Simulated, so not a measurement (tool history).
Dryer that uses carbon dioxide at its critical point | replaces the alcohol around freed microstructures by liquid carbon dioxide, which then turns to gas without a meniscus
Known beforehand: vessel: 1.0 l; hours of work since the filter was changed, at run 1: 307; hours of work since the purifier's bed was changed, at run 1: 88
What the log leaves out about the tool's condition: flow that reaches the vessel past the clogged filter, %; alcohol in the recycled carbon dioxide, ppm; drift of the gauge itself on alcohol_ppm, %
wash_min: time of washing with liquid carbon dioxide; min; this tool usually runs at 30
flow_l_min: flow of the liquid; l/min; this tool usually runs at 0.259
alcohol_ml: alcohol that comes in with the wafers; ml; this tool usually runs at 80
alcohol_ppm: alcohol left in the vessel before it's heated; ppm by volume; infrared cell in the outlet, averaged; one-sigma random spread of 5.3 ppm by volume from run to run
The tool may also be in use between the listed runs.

run	day	wash_min	flow_l_min	alcohol_ml	hours of work since the filter was changed	hours of work since the purifier's bed was changed	alcohol_ppm
1	0.000	30	0.259	80	307	88	193
2	1.150	30	0.259	80	324	105	211
3	2.404	30	0.259	51	342	124	146
4	3.633	30	0.259	51	361	142	161
5	4.429	30	0.307	80	372	154	95
6	5.271	30	0.259	80	385	166	238
7	6.258	45	0.259	80	399	181	33
8	7.267	45	0.259	80	414	195	40
9	8.779	30	0.259	80	437	218	242
10	9.712	30	0.259	80	450	232	257
11	10.850	30	0.259	49	467	248	182
12	12.000	30	0.259	49	484	265	192
13	12.725	30	0.385	80	495	276	63
14	14.246	30	0.259	47	517	298	200
15	15.600	30	0.259	47	537	318	205
16	17.062	22	0.276	40	559	340	498
# day 17.721: inlet filter changed
17	18.467	36	0.162	80	11	360	709
18	19.950	22	0.259	80	33	382	715
19	20.942	43	0.259	41	48	397	71
20	21.888	24	0.182	96	62	411	2659
21	22.579	30	0.178	80	72	421	1067
22	23.500	21	0.428	26	85	434	86
23	24.908	21	0.189	72	106	455	2907
24	25.646	21	0.189	72	117	466	3007
25	26.921	21	0.189	72	136	485	3033
26	28.321	22	0.327	71	156	506	263
27	29.192	38	0.221	95	169	518	197
28	30.725	38	0.221	95	192	541	204

Here are 3 independent what-if runs from the current tool condition. What would each one return?
A	31.825	38	0.221	29	208	557	?
B	31.825	23	0.221	95	208	557	?
C	31.825	30	0.259	47	208	557	?

run	alcohol_ppm
A	129
B	1716
C	177
Stripped of hidden state, with their random variation kept, the same runs would have yielded:
run	alcohol_ppm
A	29
B	1282
C	60
